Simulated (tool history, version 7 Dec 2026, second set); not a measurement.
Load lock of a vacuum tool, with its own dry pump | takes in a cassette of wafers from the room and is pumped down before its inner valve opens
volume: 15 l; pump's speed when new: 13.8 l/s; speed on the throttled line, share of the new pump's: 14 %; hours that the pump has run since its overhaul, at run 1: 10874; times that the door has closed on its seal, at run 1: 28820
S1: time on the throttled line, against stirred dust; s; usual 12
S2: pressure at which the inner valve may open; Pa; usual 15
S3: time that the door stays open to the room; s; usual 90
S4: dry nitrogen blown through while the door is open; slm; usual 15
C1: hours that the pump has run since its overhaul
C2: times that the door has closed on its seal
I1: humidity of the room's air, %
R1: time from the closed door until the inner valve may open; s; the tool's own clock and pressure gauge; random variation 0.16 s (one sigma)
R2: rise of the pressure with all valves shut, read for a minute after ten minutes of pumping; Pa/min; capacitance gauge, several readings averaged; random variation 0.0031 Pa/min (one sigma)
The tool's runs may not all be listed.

run 1 hour=0 | S1=12 S2=15 S3=90 S4=15 | C1=10874 C2=28820 | I1=45.8 | R1=19.8 R2=0.082
run 2 hour=197.2 | S1=12 S2=15 S3=90 S4=15 | C1=11071 C2=29207 | I1=47.7 | R1=20.3 R2=0.085
run 3 hour=600.4 | S1=16 S2=15 S3=90 S4=15 | C1=11474 C2=29997 | I1=46.3 | R1=23.4 R2=0.086
run 4 hour=806.4 | S1=16 S2=15 S3=90 S4=15 | C1=11680 C2=30401 | I1=47 | R1=23.3 R2=0.089
run 5 hour=1237.8 | S1=12 S2=15 S3=90 S4=15 | C1=12112 C2=31247 | I1=42.2 | R1=19.9 R2=0.076
run 6 hour=1563.3 | S1=18 S2=15 S3=90 S4=15 | C1=12437 C2=31886 | I1=46.6 | R1=25.1 R2=0.09
run 7 hour=1957.1 | S1=18 S2=15 S3=90 S4=15 | C1=12831 C2=32658 | I1=46.3 | R1=25.2 R2=0.083
run 8 hour=2379.2 | S1=18 S2=15 S3=90 S4=15 | C1=13253 C2=33485 | I1=45.6 | R1=25.2 R2=0.087
run 9 hour=2619.1 | S1=18 S2=15 S3=90 S4=15 | C1=13493 C2=33956 | I1=43.9 | R1=25.2 R2=0.083
run 10 hour=2929.9 | S1=18 S2=15 S3=30 S4=15 | C1=13804 C2=34565 | I1=44.1 | R1=25 R2=0.051
-- hour=3129.2 door's seal changed, seat wiped
run 11 hour=3338.8 | S1=11 S2=11 S3=38 S4=38 | C1=14211 C2=411 | I1=46.3 | R1=19.2 R2=0.043
run 12 hour=3699 | S1=22 S2=22 S3=36 S4=42 | C1=14571 C2=1117 | I1=48.4 | R1=28.3 R2=0.037
run 13 hour=3999 | S1=19 S2=15 S3=119 S4=8 | C1=14872 C2=1706 | I1=42.1 | R1=25.9 R2=0.101
run 14 hour=4382.8 | S1=8 S2=15 S3=90 S4=15 | C1=15255 C2=2458 | I1=43.4 | R1=16.5 R2=0.084
run 15 hour=4600.4 | S1=8 S2=15 S3=90 S4=15 | C1=15473 C2=2885 | I1=44.2 | R1=16.5 R2=0.074
run 16 hour=4951.3 | S1=7 S2=15 S3=90 S4=15 | C1=15824 C2=3573 | I1=43.3 | R1=15.6 R2=0.076
run 17 hour=5319.2 | S1=10 S2=28 S3=90 S4=15 | C1=16192 C2=4294 | I1=44.1 | R1=17.6 R2=0.081

Run 18 comes next. What will it give?
run 18 hour=5632.7 | S1=10 S2=28 S3=90 S4=15 | C1=16505 C2=4909 | I1=45.2 | R1=? R2=?

{"run 18": {"R1": 17.4, "R2": 0.073}}
Without the tool's hidden state the same run would have given R1 17.4 s, R2 0.073 Pa/min.

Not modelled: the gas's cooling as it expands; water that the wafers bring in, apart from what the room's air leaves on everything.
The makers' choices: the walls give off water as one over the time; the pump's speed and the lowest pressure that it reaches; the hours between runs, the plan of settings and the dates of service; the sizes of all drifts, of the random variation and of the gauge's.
